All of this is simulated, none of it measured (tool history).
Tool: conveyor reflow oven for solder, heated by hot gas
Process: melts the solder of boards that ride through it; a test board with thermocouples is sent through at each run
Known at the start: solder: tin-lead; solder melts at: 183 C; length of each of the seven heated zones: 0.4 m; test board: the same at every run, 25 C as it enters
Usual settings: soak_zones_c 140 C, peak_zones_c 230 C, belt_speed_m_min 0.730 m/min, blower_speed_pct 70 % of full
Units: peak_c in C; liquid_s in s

{"run": 1, "day": 0.0, "soak_zones_c": 140, "peak_zones_c": 230, "belt_speed_m_min": 0.73, "blower_speed_pct": 70, "peak_c": 210.9, "liquid_s": 43.9}
{"run": 2, "day": 0.325, "soak_zones_c": 140, "peak_zones_c": 230, "belt_speed_m_min": 0.73, "blower_speed_pct": 70, "peak_c": 211.7, "liquid_s": 45.8}
{"run": 3, "day": 0.696, "soak_zones_c": 140, "peak_zones_c": 230, "belt_speed_m_min": 0.73, "blower_speed_pct": 70, "peak_c": 211.8, "liquid_s": 44.2}
{"run": 4, "day": 0.988, "soak_zones_c": 140, "peak_zones_c": 230, "belt_speed_m_min": 0.73, "blower_speed_pct": 70, "peak_c": 211.5, "liquid_s": 45.1}
{"run": 5, "day": 1.242, "soak_zones_c": 140, "peak_zones_c": 230, "belt_speed_m_min": 0.73, "blower_speed_pct": 76, "peak_c": 212.0, "liquid_s": 46.3}
{"run": 6, "day": 1.583, "soak_zones_c": 140, "peak_zones_c": 230, "belt_speed_m_min": 0.73, "blower_speed_pct": 76, "peak_c": 211.6, "liquid_s": 46.3}
{"run": 7, "day": 1.808, "soak_zones_c": 140, "peak_zones_c": 230, "belt_speed_m_min": 0.73, "blower_speed_pct": 76, "peak_c": 212.6, "liquid_s": 45.8}
{"run": 8, "day": 2.008, "soak_zones_c": 140, "peak_zones_c": 230, "belt_speed_m_min": 0.73, "blower_speed_pct": 56, "peak_c": 208.1, "liquid_s": 39.8}
{"run": 9, "day": 2.225, "soak_zones_c": 140, "peak_zones_c": 231, "belt_speed_m_min": 0.73, "blower_speed_pct": 69, "peak_c": 211.5, "liquid_s": 45.1}
{"run": 10, "day": 2.471, "soak_zones_c": 140, "peak_zones_c": 220, "belt_speed_m_min": 0.73, "blower_speed_pct": 70, "peak_c": 202.7, "liquid_s": 36.9}
{"run": 11, "day": 2.862, "soak_zones_c": 140, "peak_zones_c": 220, "belt_speed_m_min": 0.73, "blower_speed_pct": 70, "peak_c": 203.5, "liquid_s": 37.4}
{"run": 12, "day": 3.229, "soak_zones_c": 155, "peak_zones_c": 220, "belt_speed_m_min": 0.675, "blower_speed_pct": 70, "peak_c": 208.0, "liquid_s": 52.9}
{"run": 13, "day": 3.546, "soak_zones_c": 126, "peak_zones_c": 238, "belt_speed_m_min": 0.73, "blower_speed_pct": 70, "peak_c": 214.9, "liquid_s": 42.6}
{"run": 14, "day": 3.746, "soak_zones_c": 126, "peak_zones_c": 238, "belt_speed_m_min": 0.626, "blower_speed_pct": 68, "peak_c": 220.2, "liquid_s": 55.9}

Run 15 comes next. What will it give?
{"run": 15, "day": 4.071, "soak_zones_c": 126, "peak_zones_c": 238, "belt_speed_m_min": 0.626, "blower_speed_pct": 68, "peak_c": "?", "liquid_s": "?"}

Run 15 gave peak_c 219.7 C, liquid_s 55.1 s.
Without the tool's hidden state the same run would have given peak_c 220.8 C, liquid_s 56.0 s.
